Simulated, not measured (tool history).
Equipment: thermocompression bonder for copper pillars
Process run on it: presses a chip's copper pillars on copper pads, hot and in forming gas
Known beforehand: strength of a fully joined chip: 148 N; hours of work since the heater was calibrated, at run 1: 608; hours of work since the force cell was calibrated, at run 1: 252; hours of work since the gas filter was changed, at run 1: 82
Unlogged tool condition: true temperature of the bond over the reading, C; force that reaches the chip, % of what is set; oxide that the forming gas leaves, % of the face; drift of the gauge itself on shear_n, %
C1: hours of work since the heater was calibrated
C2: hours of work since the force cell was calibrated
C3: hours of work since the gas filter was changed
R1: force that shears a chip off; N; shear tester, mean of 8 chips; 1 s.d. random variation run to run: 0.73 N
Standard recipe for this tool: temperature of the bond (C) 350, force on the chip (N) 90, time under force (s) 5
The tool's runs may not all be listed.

Run 1, hour 0.0: usual settings; C1 608; C2 252; C3 82. Result: R1 54.0 N.
Run 2, hour 10.1: usual settings; C1 615; C2 258; C3 89. Result: R1 53.4 N.
Run 3, hour 19.1: usual settings but temperature of the bond (C) 347; C1 621; C2 264; C3 94. Result: R1 53.3 N.
Run 4, hour 27.8: usual settings but temperature of the bond (C) 347; C1 626; C2 269; C3 100. Result: R1 52.2 N.
Run 5, hour 34.7: usual settings but temperature of the bond (C) 347, time under force (s) 3; C1 631; C2 274; C3 104. Result: R1 42.6 N.
Run 6, hour 42.0: usual settings but temperature of the bond (C) 347, time under force (s) 3; C1 635; C2 279; C3 109. Result: R1 42.2 N.
Run 7, hour 50.2: usual settings but time under force (s) 4; C1 641; C2 284; C3 114. Result: R1 48.6 N.
Run 8, hour 59.8: usual settings; C1 647; C2 290; C3 121. Result: R1 53.0 N.
Run 9, hour 66.8: usual settings; C1 651; C2 295; C3 125. Result: R1 53.0 N.
Run 10, hour 76.0: usual settings but time under force (s) 4; C1 657; C2 300; C3 131. Result: R1 48.2 N.
Run 11, hour 83.4: usual settings but time under force (s) 4; C1 662; C2 305; C3 136. Result: R1 48.3 N.
Run 12, hour 90.0: usual settings but time under force (s) 3; C1 666; C2 309; C3 140. Result: R1 44.0 N.
Run 13, hour 98.3: usual settings but time under force (s) 3; C1 671; C2 315; C3 145. Result: R1 43.8 N.
Run 14, hour 102.6: usual settings but time under force (s) 3; C1 674; C2 317; C3 148. Result: R1 42.9 N.
Run 15, hour 111.5: usual settings but force on the chip (N) 83; C1 680; C2 323; C3 154. Result: R1 47.0 N.
Run 16, hour 118.8: usual settings but time under force (s) 12; C1 685; C2 328; C3 158. Result: R1 72.9 N.
Run 17, hour 127.2: usual settings but temperature of the bond (C) 341; C1 690; C2 333; C3 164. Result: R1 47.8 N.
Run 18, hour 135.9: usual settings but force on the chip (N) 131; C1 695; C2 339; C3 169. Result: R1 79.3 N.
Run 19, hour 140.5: usual settings but force on the chip (N) 59; C1 698; C2 342; C3 172. Result: R1 32.1 N.
Run 20, hour 148.4: usual settings but force on the chip (N) 59; C1 704; C2 347; C3 177. Result: R1 31.6 N.
Run 21, hour 152.5: usual settings but temperature of the bond (C) 323, force on the chip (N) 113; C1 706; C2 349; C3 180. Result: R1 48.3 N.
Run 22, hour 161.1: usual settings but temperature of the bond (C) 323, force on the chip (N) 113; C1 712; C2 355; C3 185. Result: R1 48.1 N.
Run 23, hour 167.4: usual settings but force on the chip (N) 107, time under force (s) 15; C1 716; C2 359; C3 190. Result: R1 90.7 N.

Run 24 comes next. What will it give?
Run 24, hour 172.3: usual settings but force on the chip (N) 107, time under force (s) 15; C1 719; C2 362; C3 193. Result: R1 ?.

Logged for run 24: R1 91.3 N.
With the hidden condition absent and the run-to-run variation left alone, this run would have shown R1 92.8 N.

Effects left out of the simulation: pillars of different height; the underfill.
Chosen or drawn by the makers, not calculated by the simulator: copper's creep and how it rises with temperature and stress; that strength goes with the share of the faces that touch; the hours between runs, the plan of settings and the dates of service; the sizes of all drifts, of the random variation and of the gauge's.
